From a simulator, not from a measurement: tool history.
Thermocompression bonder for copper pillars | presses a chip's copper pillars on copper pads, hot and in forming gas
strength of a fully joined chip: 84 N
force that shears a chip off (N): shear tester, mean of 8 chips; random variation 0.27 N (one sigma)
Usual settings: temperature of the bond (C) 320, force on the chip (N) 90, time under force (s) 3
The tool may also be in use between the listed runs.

run,hour,temperature of the bond (C),force on the chip (N),time under force (s),force that shears a chip off (N)
1,0,320,90,3,41.6
2,9.6,320,90,3,41.7
3,23.4,320,90,3,41.1
4,32,320,90,3,41.4
5,43.5,320,90,2,35.6
6,56.4,320,90,2,36
7,64.8,320,90,4,45.5
8,76.3,309,90,4,40.5
9,83.6,309,90,4,40.3
10,97.6,309,90,4,41.1
11,112.4,309,90,4,41.2
12,120.2,320,116,3,47.1
13,132,320,90,3,41.1
14,141.6,320,90,3,41.3
15,156.9,320,90,3,40.9
16,169,320,90,3,41.3
17,179.1,320,90,3,40.8
18,190.3,320,90,3,40.6
19,198.1,320,90,3,41.4
20,211.8,339,90,3,48.9
21,227,310,133,2,41
22,241.1,324,55,7,42.6
23,256.1,324,55,7,42.8
24,268.7,324,81,4,43.7
25,283.4,345,71,3,44.7
26,298,313,93,5,46
27,304.9,332,113,2,45.2
28,316.3,332,113,2,45
29,329.4,332,113,2,45.1
30,341,332,123,2,47.3
31,352.4,339,60,5,45.8
32,359.7,313,110,5,50.5
33,371.3,326,90,8,57.5
34,384.2,303,60,9,40.9
35,394.2,320,119,2,42
36,402.6,320,119,2,41.4
37,415.1,320,124,6,58.7
38,430.3,320,55,4,33.9
39,440.8,320,55,4,33.6
40,448.3,320,55,4,33.9

Some steps in force that shears a chip off (N) between neighbouring runs. How much of each would the tool show without its hidden state too (settings, what came in, random variation), and how much is left for the hidden state, with any gauge scatter that isn't in both results?
The hidden state here: true temperature of the bond over the reading, C; force that reaches the chip, % of what is set; oxide that the forming gas leaves, % of the face; drift of the gauge itself on shear_n, %.
Run 33 -> 34: temperature of the bond (C) 326 -> 303, force on the chip (N) 90 -> 60, time under force (s) 8 -> 9. force that shears a chip off (N) -16.6: hidden state +1, all else -17.6.
Run 36 -> 37: force on the chip (N) 119 -> 124, time under force (s) 2 -> 6. force that shears a chip off (N) +17.3: hidden state -0.9, all else +18.2.
Run 37 -> 38: force on the chip (N) 124 -> 55, time under force (s) 6 -> 4. force that shears a chip off (N) -24.8: hidden state +0.7, all else -25.5.
